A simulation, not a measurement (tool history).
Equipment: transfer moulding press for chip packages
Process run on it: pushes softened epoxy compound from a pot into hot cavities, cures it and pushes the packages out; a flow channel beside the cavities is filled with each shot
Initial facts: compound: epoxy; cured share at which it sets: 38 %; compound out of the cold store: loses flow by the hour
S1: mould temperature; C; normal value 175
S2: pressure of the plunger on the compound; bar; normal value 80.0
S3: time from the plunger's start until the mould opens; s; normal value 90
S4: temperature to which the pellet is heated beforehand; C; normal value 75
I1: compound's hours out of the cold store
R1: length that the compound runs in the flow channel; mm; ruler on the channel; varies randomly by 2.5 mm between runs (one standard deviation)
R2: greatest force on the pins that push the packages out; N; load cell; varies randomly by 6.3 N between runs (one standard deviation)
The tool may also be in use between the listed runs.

run 1 hour=0.0 | S1=175 S2=80.0 S3=90 S4=75 | I1=36.4 | R1=671 R2=499
run 2 hour=10.1 | S1=175 S2=80.0 S3=77 S4=75 | I1=13.0 | R1=752 R2=769
-- hour=13.2 cavities cleaned with cleaning compound and waxed
run 3 hour=21.3 | S1=175 S2=80.0 S3=77 S4=75 | I1=34.0 | R1=681 R2=427
run 4 hour=26.9 | S1=180 S2=80.0 S3=90 S4=75 | I1=20.0 | R1=710 R2=271
run 5 hour=31.9 | S1=179 S2=80.0 S3=90 S4=75 | I1=21.4 | R1=714 R2=293
run 6 hour=36.6 | S1=179 S2=80.0 S3=90 S4=75 | I1=34.7 | R1=666 R2=304
run 7 hour=43.0 | S1=179 S2=80.0 S3=90 S4=75 | I1=40.8 | R1=646 R2=312
run 8 hour=49.1 | S1=179 S2=80.0 S3=90 S4=75 | I1=31.1 | R1=678 R2=330
run 9 hour=57.1 | S1=175 S2=96.8 S3=90 S4=75 | I1=25.9 | R1=775 R2=435
run 10 hour=62.0 | S1=175 S2=96.8 S3=90 S4=75 | I1=32.5 | R1=743 R2=445
run 11 hour=69.3 | S1=175 S2=96.8 S3=90 S4=75 | I1=39.2 | R1=725 R2=465
run 12 hour=76.2 | S1=175 S2=96.8 S3=90 S4=75 | I1=46.2 | R1=702 R2=448
run 13 hour=84.7 | S1=175 S2=96.8 S3=90 S4=75 | I1=27.9 | R1=768 R2=481
run 14 hour=92.2 | S1=175 S2=80.0 S3=90 S4=75 | I1=41.9 | R1=648 R2=483
run 15 hour=99.7 | S1=175 S2=94.2 S3=90 S4=75 | I1=17.2 | R1=791 R2=529
-- hour=103.4 cavities cleaned with cleaning compound and waxed
run 16 hour=108.2 | S1=170 S2=80.0 S3=90 S4=84 | I1=47.9 | R1=641 R2=360
run 17 hour=112.4 | S1=170 S2=80.0 S3=90 S4=84 | I1=41.3 | R1=657 R2=403
run 18 hour=119.8 | S1=170 S2=80.0 S3=90 S4=84 | I1=44.4 | R1=652 R2=432
-- hour=128.6 plunger's sealing rings changed
run 19 hour=128.8 | S1=175 S2=94.7 S3=75 S4=78 | I1=17.9 | R1=815 R2=573
run 20 hour=135.6 | S1=178 S2=94.7 S3=115 S4=78 | I1=26.9 | R1=772 R2=281
run 21 hour=141.6 | S1=175 S2=80.0 S3=114 S4=75 | I1=30.2 | R1=708 R2=307
run 22 hour=148.6 | S1=175 S2=80.0 S3=114 S4=75 | I1=31.5 | R1=701 R2=318
run 23 hour=154.5 | S1=174 S2=80.0 S3=104 S4=75 | I1=40.9 | R1=671 R2=348
run 24 hour=163.2 | S1=171 S2=80.0 S3=111 S4=75 | I1=8.8 | R1=793 R2=421
run 25 hour=169.5 | S1=181 S2=63.4 S3=111 S4=75 | I1=44.1 | R1=578 R2=313
run 26 hour=178.7 | S1=181 S2=63.4 S3=111 S4=75 | I1=32.3 | R1=605 R2=359
run 27 hour=183.9 | S1=170 S2=63.4 S3=111 S4=75 | I1=46.0 | R1=591 R2=441
-- hour=195.8 cavities cleaned with cleaning compound and waxed
run 28 hour=195.8 | S1=170 S2=63.4 S3=111 S4=75 | I1=14.5 | R1=693 R2=253

Measured less the same run without the tool's hidden state. The same run-to-run variation is in both; the gauge's scatter may not be:
Hidden conditions of the tool in this case: true mould temperature over the reading, C; pressure that reaches the compound, % of what is set; grip of the stained cavities, % over clean ones'; drift of the gauge itself on flow_mm, %; drift of the gauge itself on push_out_n, %.
run=1 R1=-16 R2=+254
run=2 R1=-19 R2=+401
run=3 R1=-18 R2=+86
run=4 R1=-20 R2=+69
run=5 R1=-19 R2=+88
run=6 R1=-19 R2=+102
run=7 R1=-18 R2=+116
run=8 R1=-19 R2=+132
run=9 R1=-24 R2=+193
run=10 R1=-23 R2=+202
run=11 R1=-22 R2=+218
run=12 R1=-22 R2=+216
run=13 R1=-25 R2=+239
run=14 R1=-22 R2=+246
run=15 R1=-27 R2=+278
run=16 R1=-22 R2=+51
run=17 R1=-23 R2=+82
run=18 R1=-23 R2=+122
run=19 R1=-1 R2=+190
run=20 R1=-2 R2=+102
run=21 R1=-2 R2=+119
run=22 R1=-2 R2=+132
run=23 R1=-3 R2=+154
run=24 R1=-4 R2=+196
run=25 R1=-4 R2=+149
run=26 R1=-4 R2=+173
run=27 R1=-4 R2=+223
run=28 R1=-6 R2=+18
